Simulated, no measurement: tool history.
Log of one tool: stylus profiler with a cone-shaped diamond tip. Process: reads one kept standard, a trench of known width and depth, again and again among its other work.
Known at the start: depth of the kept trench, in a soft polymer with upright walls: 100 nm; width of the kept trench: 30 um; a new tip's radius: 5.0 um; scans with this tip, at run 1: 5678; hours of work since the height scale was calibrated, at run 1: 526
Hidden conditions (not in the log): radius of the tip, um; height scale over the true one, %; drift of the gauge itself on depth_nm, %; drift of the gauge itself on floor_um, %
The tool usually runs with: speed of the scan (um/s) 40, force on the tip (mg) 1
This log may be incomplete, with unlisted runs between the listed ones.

run   hour  speed of the scan (um/s)  force on the tip (mg)  scans with this tip  hours of work since the height scale was calibrated  depth of the trench (angstrom)  width of the trench's floor (µm)
  1      0                        40                      1                 5678                                                  526                          1006.7                              27.3
  2   18.6                        40                      1                 5781                                                  536                          1006.1                             27.26
  3   52.3                        40                      1                 5967                                                  553                          1006.6                             27.28
  4   79.3                        12                      1                 6116                                                  567                            1007                             27.54
  5   93.4                        12                      1                 6194                                                  574                          1006.5                             27.54
  6  121.4                        12                      1                 6349                                                  589                          1006.5                             27.51
  7  154.2                        40                   1.68                 6531                                                  606                          1009.9                             27.29
  8  185.6                        40                   1.68                 6705                                                  622                            1010                              27.3
     188.1  -- height scale calibrated on a step standard
  9  216.6                        40                   1.68                 6873                                                   15                          1009.6                             27.34
     240.3  -- height scale calibrated on a step standard, once more
 10    247                        40                    1.5                 7039                                                    3                          1011.8                             27.27
 11  276.7                        40                    1.5                 7203                                                   19                          1011.9                             27.32
 12  290.4                        40                    1.5                 7279                                                   26                          1011.9                             27.26
 13  304.6                        15                   0.72                 7357                                                   33                          1007.1                             27.43
 14  334.3                        15                   0.72                 7522                                                   48                            1007                              27.4
 15  350.4                       135                   1.66                 7611                                                   56                          1012.5                             26.53
 16  375.1                       135                   1.66                 7747                                                   69                          1012.4                             26.52
 17  396.7                        83                   0.58                 7867                                                   80                          1006.2                             26.49
 18    427                        18                    0.7                 8034                                                   96                          1006.2                             27.32

Per-run results on a tool with no hidden state, each run keeping its own random variation:
run  depth of the trench (angstrom)  width of the trench's floor (µm)
  1                          1009.3                             27.64
  2                          1008.8                             27.61
  3                          1009.4                             27.63
  4                          1009.8                              27.9
  5                          1009.4                             27.91
  6                          1009.4                             27.89
  7                          1012.9                             27.67
  8                          1013.1                             27.69
  9                          1013.1                             27.74
 10                          1012.2                             27.68
 11                          1012.4                             27.74
 12                          1012.4                             27.68
 13                          1007.6                             27.85
 14                          1007.6                             27.83
 15                          1013.1                             26.96
 16                          1013.1                             26.96
 17                          1006.9                             26.94
 18                            1007                             27.77

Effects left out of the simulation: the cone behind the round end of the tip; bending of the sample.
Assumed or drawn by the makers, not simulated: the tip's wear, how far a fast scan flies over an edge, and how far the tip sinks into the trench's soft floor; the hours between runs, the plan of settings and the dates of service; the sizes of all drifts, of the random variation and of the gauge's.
